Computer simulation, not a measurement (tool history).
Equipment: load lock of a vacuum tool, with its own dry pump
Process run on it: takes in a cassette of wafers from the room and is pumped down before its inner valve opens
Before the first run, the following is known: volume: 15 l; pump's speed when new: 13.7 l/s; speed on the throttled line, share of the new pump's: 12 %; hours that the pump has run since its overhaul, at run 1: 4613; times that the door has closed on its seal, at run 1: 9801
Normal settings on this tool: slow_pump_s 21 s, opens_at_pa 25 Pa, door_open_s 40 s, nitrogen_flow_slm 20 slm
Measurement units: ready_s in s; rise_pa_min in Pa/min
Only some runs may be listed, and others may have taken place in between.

run,hour,slow_pump_s,opens_at_pa,door_open_s,nitrogen_flow_slm,hours that the pump has run since its overhaul,times that the door has closed on its seal,"incoming humidity of the room's air, %",ready_s,rise_pa_min
1,0.0,21,25,40,20,4613,9801,48.0,28.0,0.039
2,175.3,21,25,40,20,4788,10160,43.6,27.7,0.031
3,326.5,21,25,40,20,4939,10469,43.9,27.9,0.032
4,480.2,21,25,68,20,5093,10784,45.4,27.5,0.050
5,577.2,21,25,68,20,5190,10983,47.8,27.5,0.051
6,731.1,21,25,68,20,5344,11298,46.8,27.9,0.045
7,816.4,21,25,68,20,5429,11472,40.0,27.8,0.046
8,975.8,21,25,68,20,5589,11799,44.5,27.7,0.049
9,1104.8,21,25,216,20,5718,12063,45.7,27.8,0.098
10,1197.9,21,25,216,20,5811,12253,41.2,27.7,0.083
11,1296.1,21,25,40,20,5909,12454,45.4,27.6,0.044
12,1387.0,21,25,40,20,6000,12640,47.1,27.9,0.039
13,1466.6,21,27,40,20,6079,12803,48.5,27.9,0.039
14,1568.0,21,22,40,20,6181,13011,45.1,27.8,0.031
15,1727.9,21,46,40,20,6341,13338,41.7,27.0,0.034
16,1817.9,21,46,40,20,6431,13522,43.0,26.9,0.039
17,1947.3,21,46,40,20,6560,13787,45.8,27.2,0.039
18,2029.4,21,46,40,20,6642,13955,44.6,26.9,0.032
19,2159.2,21,46,40,20,6772,14221,42.1,27.1,0.031
20,2274.2,26,18,40,8,6887,14457,46.2,32.4,0.052
21,2410.1,12,21,33,20,7023,14735,44.5,20.0,0.029
22,2571.8,34,21,33,8,7185,15066,44.6,39.5,0.041
23,2696.4,23,21,39,38,7309,15321,47.4,29.7,0.030
24,2845.4,28,25,62,20,7458,15626,45.4,34.0,0.048
25,2999.1,21,21,40,20,7612,15941,45.4,27.8,0.040
26,3151.4,21,24,138,20,7764,16252,42.9,27.9,0.067
27,3257.0,18,24,106,20,7870,16468,42.9,25.2,0.057
28,3437.1,18,21,36,20,8050,16837,46.6,25.3,0.038
29,3545.8,18,21,36,20,8158,17060,45.8,25.3,0.033
30,3657.8,35,40,103,20,8271,17289,41.7,39.7,0.061
31,3819.8,35,40,103,20,8433,17621,44.0,39.6,0.063
32,3941.6,14,25,40,13,8554,17870,44.3,21.5,0.039
33,4021.9,14,25,40,13,8635,18034,45.6,21.5,0.044
34,4200.3,13,25,40,13,8813,18399,44.3,20.8,0.045
35,4277.2,13,25,40,13,8890,18557,43.5,20.5,0.045
36,4359.0,13,25,40,13,8972,18724,46.3,20.6,0.041

Each row is a separate what-if for the run after 36, all from the same tool condition, not one after another. Results?
A,4542.0,26,25,152,29,9155,19099,48.2,?,?
B,4542.0,21,18,40,20,9155,19099,43.8,?,?
C,4542.0,20,23,40,7,9155,19099,50.2,?,?
D,4542.0,24,22,40,10,9155,19099,47.8,?,?
E,4542.0,11,25,128,4,9155,19099,46.5,?,?

run,ready_s,rise_pa_min
A,32.3,0.068
B,28.3,0.036
C,26.7,0.053
D,30.7,0.052
E,19.0,0.128
Had the tool no hidden state, the same runs would have come out as:
run,ready_s,rise_pa_min
A,32.3,0.067
B,28.3,0.036
C,26.7,0.053
D,30.6,0.051
E,19.0,0.128
